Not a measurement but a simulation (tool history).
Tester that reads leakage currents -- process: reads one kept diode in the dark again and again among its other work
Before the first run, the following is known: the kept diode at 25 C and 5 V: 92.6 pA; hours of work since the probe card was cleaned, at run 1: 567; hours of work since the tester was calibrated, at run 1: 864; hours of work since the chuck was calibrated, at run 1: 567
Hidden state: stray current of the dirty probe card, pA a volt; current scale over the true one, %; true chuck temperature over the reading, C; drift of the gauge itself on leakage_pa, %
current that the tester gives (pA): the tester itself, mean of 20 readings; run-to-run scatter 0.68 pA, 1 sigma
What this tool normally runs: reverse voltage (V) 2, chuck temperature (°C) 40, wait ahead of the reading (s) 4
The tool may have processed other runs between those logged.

run,day,reverse voltage (V),chuck temperature (°C),wait ahead of the reading (s),hours of work since the probe card was cleaned,hours of work since the tester was calibrated,hours of work since the chuck was calibrated,current that the tester gives (pA)
1,0,2,40,4,567,864,567,227.43
2,2.146,2,40,4,607,904,607,227.89
3,4.908,2,40,5.6,659,956,659,227.37
# day 6.125: chuck's temperature calibrated
4,7.467,2,40,4,706,1002,25,226.91
5,9.829,2,40,0.75,750,1047,70,228.07
6,12.267,1.03,40,0.75,796,1092,115,170.94
7,13.921,5.84,45,1.67,827,1123,146,544.05
8,15.671,5.84,45,1.67,860,1156,179,544.82
9,17.5,4.12,31,1.67,894,1191,214,145.2
10,19.583,4.24,20,4,933,1230,253,54.36
11,21.025,4.24,31,4,960,1257,280,146.96

Each row is a separate what-if for the run after 11, all from the same tool condition, not one after another. Results?
A,23.212,9.83,40,9.97,1001,1298,321,?
B,23.212,9.13,21,2.53,1001,1298,321,?
C,23.212,12.73,26,1.73,1001,1298,321,?

run,current that the tester gives (pA)
A,453.92
B,83.86
C,152.48
Stripped of hidden state, with their random variation kept, the same runs would have yielded:
run,current that the tester gives (pA)
A,453.96
B,83.82
C,152.43
